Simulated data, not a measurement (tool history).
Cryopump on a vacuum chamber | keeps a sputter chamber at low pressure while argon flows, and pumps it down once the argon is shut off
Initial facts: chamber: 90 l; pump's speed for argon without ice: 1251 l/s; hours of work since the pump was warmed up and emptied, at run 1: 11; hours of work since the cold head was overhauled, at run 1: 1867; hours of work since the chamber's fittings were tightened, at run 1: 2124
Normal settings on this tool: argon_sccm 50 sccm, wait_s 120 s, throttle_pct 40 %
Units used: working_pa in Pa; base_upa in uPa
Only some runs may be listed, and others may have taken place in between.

| run | hour | argon_sccm | wait_s | throttle_pct | hours of work since the pump was warmed up and emptied | hours of work since the cold head was overhauled | hours of work since the chamber's fittings were tightened | working_pa | base_upa |
|---|---|---|---|---|---|---|---|---|---|
| 1 | 0.0 | 50 | 120 | 40 | 11 | 1867 | 2124 | 0.1707 | 1.13 |
| 2 | 27.6 | 50 | 120 | 40 | 35 | 1891 | 2149 | 0.1734 | 1.18 |
| 3 | 81.4 | 50 | 120 | 40 | 83 | 1939 | 2197 | 0.1714 | 1.19 |
| 4 | 135.3 | 50 | 120 | 40 | 131 | 1987 | 2244 | 0.1745 | 1.18 |
| 5 | 186.0 | 50 | 120 | 40 | 176 | 2031 | 2289 | 0.1774 | 1.22 |
| 6 | 231.4 | 50 | 120 | 40 | 216 | 2072 | 2329 | 0.1771 | 1.25 |
| 7 | 255.6 | 50 | 120 | 40 | 237 | 2093 | 2351 | 0.1772 | 1.28 |
| 8 | 285.8 | 50 | 120 | 40 | 264 | 2120 | 2378 | 0.1776 | 1.30 |
| 9 | 323.9 | 50 | 120 | 40 | 298 | 2154 | 2411 | 0.1795 | 1.27 |
| 10 | 350.8 | 50 | 120 | 40 | 322 | 2177 | 2435 | 0.1811 | 1.34 |
|  | 361.2 | leaking fittings of the chamber tightened, without venting |
| 11 | 389.3 | 50 | 120 | 40 | 354 | 2210 | 25 | 0.1822 | 0.62 |
| 12 | 440.8 | 50 | 120 | 40 | 400 | 2255 | 70 | 0.1839 | 0.68 |
| 13 | 479.7 | 47 | 120 | 40 | 434 | 2290 | 105 | 0.1735 | 0.69 |
| 14 | 508.0 | 39 | 120 | 40 | 459 | 2315 | 130 | 0.1430 | 0.66 |
| 15 | 537.4 | 50 | 120 | 40 | 485 | 2341 | 156 | 0.1866 | 0.69 |
| 16 | 563.2 | 50 | 67 | 40 | 508 | 2364 | 179 | 0.1873 | 0.99 |
| 17 | 588.3 | 50 | 67 | 40 | 530 | 2386 | 201 | 0.1873 | 0.94 |
| 18 | 641.7 | 50 | 67 | 40 | 577 | 2433 | 248 | 0.1902 | 0.95 |

What will run 19 give?
| 19 | 694.8 | 36 | 61 | 27 | 624 | 2480 | 295 | ? | ? |

Run 19 came out at working_pa 0.1978 Pa, base_upa 1.08 uPa.
Without the tool's hidden state the same run would have given working_pa 0.1813 Pa, base_upa 0.89 uPa.
